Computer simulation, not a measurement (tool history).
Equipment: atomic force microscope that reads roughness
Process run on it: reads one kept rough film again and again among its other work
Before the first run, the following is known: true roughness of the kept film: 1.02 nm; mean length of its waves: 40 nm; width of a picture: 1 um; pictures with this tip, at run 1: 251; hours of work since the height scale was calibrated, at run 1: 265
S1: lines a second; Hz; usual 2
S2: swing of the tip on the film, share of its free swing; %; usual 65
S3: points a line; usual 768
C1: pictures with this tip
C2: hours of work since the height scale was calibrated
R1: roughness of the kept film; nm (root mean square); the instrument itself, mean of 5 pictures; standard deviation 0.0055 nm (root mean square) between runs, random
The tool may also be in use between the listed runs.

run,hour,S1,S2,S3,C1,C2,R1
1,0,2,65,768,251,265,0.909
2,11,2,65,768,274,272,0.9
3,21.9,2,65,371,296,278,0.894
4,33.1,2,65,371,318,285,0.895
5,44.2,2,65,371,341,291,0.891
6,51,2,65,371,355,295,0.893
# hour 60.5: new tip fitted
7,61.7,2,65,371,3,301,0.939
8,67.3,2,65,768,14,305,0.944
9,78.7,2,65,768,37,312,0.941
10,88.5,2,65,578,57,317,0.939
11,96.4,1.51,65,765,73,322,0.948
12,102.1,2.84,65,765,85,325,0.919
13,109.7,1.03,65,765,100,330,0.948
# hour 111.3: height scale calibrated on a step standard
14,122.4,1.71,87,387,124,7,0.848
15,130,0.65,87,831,140,11,0.924
16,136.1,0.65,87,831,152,15,0.931
17,146.1,3.78,75,845,172,21,0.823
18,152.6,3.78,75,845,186,25,0.821
19,162.9,2,56,768,207,31,0.938
# hour 166.4: height scale calibrated on a step standard, once more
20,169.7,2,56,768,218,2,0.931

Here are 5 independent what-if runs from the current tool condition. What would each one return?
A,177.2,1.67,56,655,234,6,?
B,177.2,2.11,56,617,234,6,?
C,177.2,0.62,56,768,234,6,?
D,177.2,0.51,65,768,234,6,?
E,177.2,1.66,65,768,234,6,?

run,R1
A,0.941
B,0.935
C,0.946
D,0.936
E,0.925
Had the tool no hidden state, the same runs would have come out as:
run,R1
A,0.98
B,0.974
C,0.986
D,0.975
E,0.963
